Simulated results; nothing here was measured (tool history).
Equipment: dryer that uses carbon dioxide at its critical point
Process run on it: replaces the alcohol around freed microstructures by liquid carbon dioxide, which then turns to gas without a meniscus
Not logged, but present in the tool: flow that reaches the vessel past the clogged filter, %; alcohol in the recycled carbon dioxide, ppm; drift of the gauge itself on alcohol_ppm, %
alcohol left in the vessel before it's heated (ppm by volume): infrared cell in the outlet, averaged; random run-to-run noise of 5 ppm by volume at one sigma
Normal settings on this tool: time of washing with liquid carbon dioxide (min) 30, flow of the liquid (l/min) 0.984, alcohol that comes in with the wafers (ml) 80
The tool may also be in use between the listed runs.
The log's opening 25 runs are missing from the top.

run   hour  time of washing with liquid carbon dioxide (min)  flow of the liquid (l/min)  alcohol that comes in with the wafers (ml)  hours of work since the filter was changed  hours of work since the purifier's bed was changed  alcohol left in the vessel before it's heated (ppm by volume)
 26  366.9                                                18                       0.639                                          80                                         252                                                 237                                                           1992
 27    378                                                33                       1.466                                          24                                         261                                                 245                                                             28
 28  386.8                                                33                       1.466                                          24                                         267                                                 252                                                             38
 29  405.6                                                30                       0.984                                         107                                         281                                                 266                                                            105
 30  417.1                                                47                       0.984                                          80                                         290                                                 274                                                             39
 31  429.3                                                47                       0.984                                          80                                         299                                                 283                                                             33
 32  448.3                                                44                       0.738                                          32                                         314                                                 298                                                             51
 33  458.9                                                18                        1.34                                          43                                         322                                                 306                                                            129
 34  474.4                                                30                       0.984                                         101                                         333                                                 317                                                            119
 35  487.7                                                43                       0.774                                         101                                         343                                                 327                                                             75
 36  496.9                                                34                       0.872                                          31                                         350                                                 334                                                             58
 37  515.9                                                46                       0.984                                          33                                         364                                                 349                                                             40
 38  523.9                                                46                       0.984                                          33                                         370                                                 355                                                             40
 39  538.2                                                46                       0.984                                          33                                         381                                                 365                                                             48
 40    548                                                36                       1.285                                          33                                         389                                                 373                                                             47
 41  566.8                                                30                       1.387                                          80                                         403                                                 387                                                             62

Forecast each of these 4 alternatives for the next run:
  A  586.3                                                30                       1.193                                         115                                         417                                                 402                                                              ?
  B  586.3                                                36                       0.984                                         103                                         417                                                 402                                                              ?
  C  586.3                                                44                       0.984                                          56                                         417                                                 402                                                              ?
  D  586.3                                                40                        1.48                                          23                                         417                                                 402                                                              ?

run  alcohol left in the vessel before it's heated (ppm by volume)
  A                                                             73
  B                                                             72
  C                                                             41
  D                                                             43
With the hidden condition removed and each run's random variation left untouched, the same runs would have given:
run  alcohol left in the vessel before it's heated (ppm by volume)
  A                                                             17
  B                                                             15
  C                                                              0
  D                                                              2
